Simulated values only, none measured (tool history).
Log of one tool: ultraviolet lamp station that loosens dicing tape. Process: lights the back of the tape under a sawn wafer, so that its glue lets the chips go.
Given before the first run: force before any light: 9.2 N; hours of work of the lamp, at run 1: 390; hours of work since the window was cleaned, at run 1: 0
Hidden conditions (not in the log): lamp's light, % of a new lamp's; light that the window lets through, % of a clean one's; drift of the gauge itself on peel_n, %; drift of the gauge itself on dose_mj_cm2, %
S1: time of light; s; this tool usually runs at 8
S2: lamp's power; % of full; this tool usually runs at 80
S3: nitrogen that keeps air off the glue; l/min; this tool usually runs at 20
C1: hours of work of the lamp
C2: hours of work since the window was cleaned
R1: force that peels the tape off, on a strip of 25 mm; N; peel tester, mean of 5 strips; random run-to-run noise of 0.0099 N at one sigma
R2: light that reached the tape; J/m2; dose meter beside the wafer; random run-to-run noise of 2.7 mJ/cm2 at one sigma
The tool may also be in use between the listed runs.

| run | day | S1 | S2 | S3 | C1 | C2 | R1 | R2 |
|---|---|---|---|---|---|---|---|---|
| 1 | 0 | 8 | 80 | 20 | 390 | 0 | 0.484 | 3500 |
| 2 | 0.508 | 8 | 80 | 20 | 398 | 9 | 0.495 | 3530 |
| 3 | 1.121 | 8 | 80 | 17 | 409 | 19 | 0.612 | 3490 |
| 4 | 1.738 | 8 | 80 | 17 | 419 | 29 | 0.61 | 3480 |
| 5 | 2.283 | 8 | 80 | 8 | 428 | 39 | 1.259 | 3390 |
| 6 | 2.871 | 8 | 80 | 20 | 438 | 49 | 0.546 | 3470 |
| 7 | 3.233 | 8 | 73 | 20 | 444 | 55 | 0.693 | 3140 |
| 8 | 3.617 | 8 | 73 | 20 | 451 | 61 | 0.684 | 3100 |
| 9 | 4.146 | 8 | 73 | 20 | 460 | 70 | 0.698 | 3050 |
| 10 | 4.55 | 8 | 73 | 20 | 467 | 77 | 0.703 | 3050 |
| 11 | 4.908 | 8 | 80 | 20 | 473 | 83 | 0.562 | 3280 |
| 12 | 5.583 | 8 | 80 | 20 | 484 | 95 | 0.55 | 3280 |
| 13 | 6.225 | 8 | 80 | 20 | 495 | 105 | 0.598 | 3250 |
| 14 | 6.912 | 8 | 73 | 20 | 507 | 117 | 0.741 | 2930 |
| 15 | 7.462 | 4 | 73 | 7 | 516 | 126 | 4.093 | 1480 |

Run 16 is up next; what results do you expect?
| 16 | 7.9 | 4 | 73 | 7 | 523 | 134 | ? | ? |

R1: 4.024 N
R2: 1480 J/m2
With no hidden state in the tool, this same run would have given R1 3.517 N, R2 1720 J/m2.
